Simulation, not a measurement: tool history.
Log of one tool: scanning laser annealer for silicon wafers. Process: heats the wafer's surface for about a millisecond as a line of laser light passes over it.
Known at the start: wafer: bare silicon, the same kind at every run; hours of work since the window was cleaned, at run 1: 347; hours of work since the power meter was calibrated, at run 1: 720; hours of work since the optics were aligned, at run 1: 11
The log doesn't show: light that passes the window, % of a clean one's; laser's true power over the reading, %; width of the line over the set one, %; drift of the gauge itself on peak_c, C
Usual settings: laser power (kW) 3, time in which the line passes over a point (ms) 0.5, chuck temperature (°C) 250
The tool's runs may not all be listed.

| run | hour | laser power (kW) | time in which the line passes over a point (ms) | chuck temperature (°C) | hours of work since the window was cleaned | hours of work since the power meter was calibrated | hours of work since the optics were aligned | highest temperature of the surface (°C) |
|---|---|---|---|---|---|---|---|---|
| 1 | 0 | 3 | 0.5 | 250 | 347 | 720 | 11 | 938 |
| 2 | 48.1 | 3 | 0.5 | 250 | 370 | 743 | 34 | 936 |
| 3 | 88.8 | 2.869 | 0.5 | 250 | 390 | 763 | 53 | 908 |
| 4 | 130.5 | 2.869 | 0.5 | 250 | 410 | 783 | 73 | 911 |
| 5 | 172 | 2.869 | 0.5 | 250 | 429 | 803 | 93 | 911 |
| 6 | 200.2 | 2.869 | 0.5 | 250 | 443 | 816 | 107 | 909 |
| 7 | 231.4 | 2.869 | 0.577 | 250 | 458 | 831 | 122 | 954 |
| 8 | 273 | 3.207 | 0.616 | 250 | 478 | 851 | 142 | 1053 |
| 9 | 319.6 | 3 | 0.5 | 285 | 500 | 874 | 164 | 970 |
| 10 | 371.2 | 3.126 | 0.5 | 215 | 525 | 898 | 189 | 925 |
| 11 | 406.2 | 3.012 | 0.389 | 250 | 542 | 915 | 205 | 862 |
| 12 | 447.4 | 3.012 | 0.389 | 250 | 562 | 935 | 225 | 865 |
| 13 | 473.4 | 3.012 | 0.389 | 250 | 574 | 947 | 238 | 859 |

Forecast each of these 3 alternatives for the next run:
| A | 503.3 | 2.851 | 0.389 | 216 | 588 | 962 | 252 | ? |
| B | 503.3 | 3 | 0.527 | 250 | 588 | 962 | 252 | ? |
| C | 503.3 | 3.012 | 0.412 | 236 | 588 | 962 | 252 | ? |

| run | highest temperature of the surface (°C) |
|---|---|
| A | 796 |
| B | 951 |
| C | 863 |
Without the tool's hidden state the same runs would have given:
| run | highest temperature of the surface (°C) |
|---|---|
| A | 821 |
| B | 981 |
| C | 890 |
